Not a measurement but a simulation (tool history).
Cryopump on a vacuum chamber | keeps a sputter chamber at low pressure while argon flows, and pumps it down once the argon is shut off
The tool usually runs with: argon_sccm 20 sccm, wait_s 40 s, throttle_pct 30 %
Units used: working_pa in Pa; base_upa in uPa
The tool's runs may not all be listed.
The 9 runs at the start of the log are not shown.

run	hour	argon_sccm	wait_s	throttle_pct	hours of work since the pump was warmed up and emptied	hours of work since the cold head was overhauled	hours of work since the chamber's fittings were tightened	working_pa	base_upa
10	540.4	14	40	30	383	1048	217	0.0882	1.36
11	582.3	14	40	30	399	1064	234	0.0880	1.35
12	664.5	20	40	27	432	1097	267	0.1411	1.43
13	722.0	20	40	27	455	1120	290	0.1400	1.44
14	790.5	20	40	27	483	1148	317	0.1419	1.54
15	832.7	32	40	30	500	1165	334	0.2036	1.48
16	904.6	20	40	30	529	1194	363	0.1280	1.56
17	984.3	20	40	30	561	1226	395	0.1296	1.56
18	1060.6	17	74	25	591	1256	426	0.1312	1.23
19	1123.2	10	193	34	617	1282	451	0.0582	1.00
20	1195.8	20	42	33	646	1311	480	0.1199	1.66
# hour 1239.7: pump warmed up, emptied and cooled again
21	1243.7	39	194	22	2	1328	497	0.3274	0.88
22	1277.6	20	194	35	15	1342	511	0.1063	0.88
23	1311.6	20	40	25	29	1355	525	0.1472	1.58
24	1357.9	16	61	30	47	1374	543	0.0992	1.32
25	1394.2	9	173	15	62	1388	558	0.1106	1.01
26	1460.0	9	173	15	88	1415	584	0.1114	0.96
27	1530.1	27	28	25	117	1443	612	0.2000	2.06
28	1587.5	27	28	25	140	1466	636	0.2024	2.04
29	1656.8	14	40	15	168	1494	663	0.1732	1.74
30	1698.0	11	23	18	184	1510	680	0.1136	2.36
31	1766.4	11	23	18	212	1538	707	0.1138	2.43
32	1833.9	9	130	25	239	1565	735	0.0664	1.15
33	1901.0	23	219	51	266	1592	761	0.0872	1.12

Predict each of these 5 candidate next runs independently; none follows another, all start after run 33:
A	1934.8	36	22	37	279	1606	775	?	?
B	1934.8	34	65	27	279	1606	775	?	?
C	1934.8	23	219	34	279	1606	775	?	?
D	1934.8	37	219	51	279	1606	775	?	?
E	1934.8	16	159	51	279	1606	775	?	?

run	working_pa	base_upa
A	0.1860	2.54
B	0.2369	1.49
C	0.1293	1.17
D	0.1404	1.13
E	0.0591	1.17
What these runs would have given with no unlogged condition in the tool:
run	working_pa	base_upa
A	0.1797	1.88
B	0.2310	0.85
C	0.1253	0.51
D	0.1339	0.47
E	0.0564	0.51

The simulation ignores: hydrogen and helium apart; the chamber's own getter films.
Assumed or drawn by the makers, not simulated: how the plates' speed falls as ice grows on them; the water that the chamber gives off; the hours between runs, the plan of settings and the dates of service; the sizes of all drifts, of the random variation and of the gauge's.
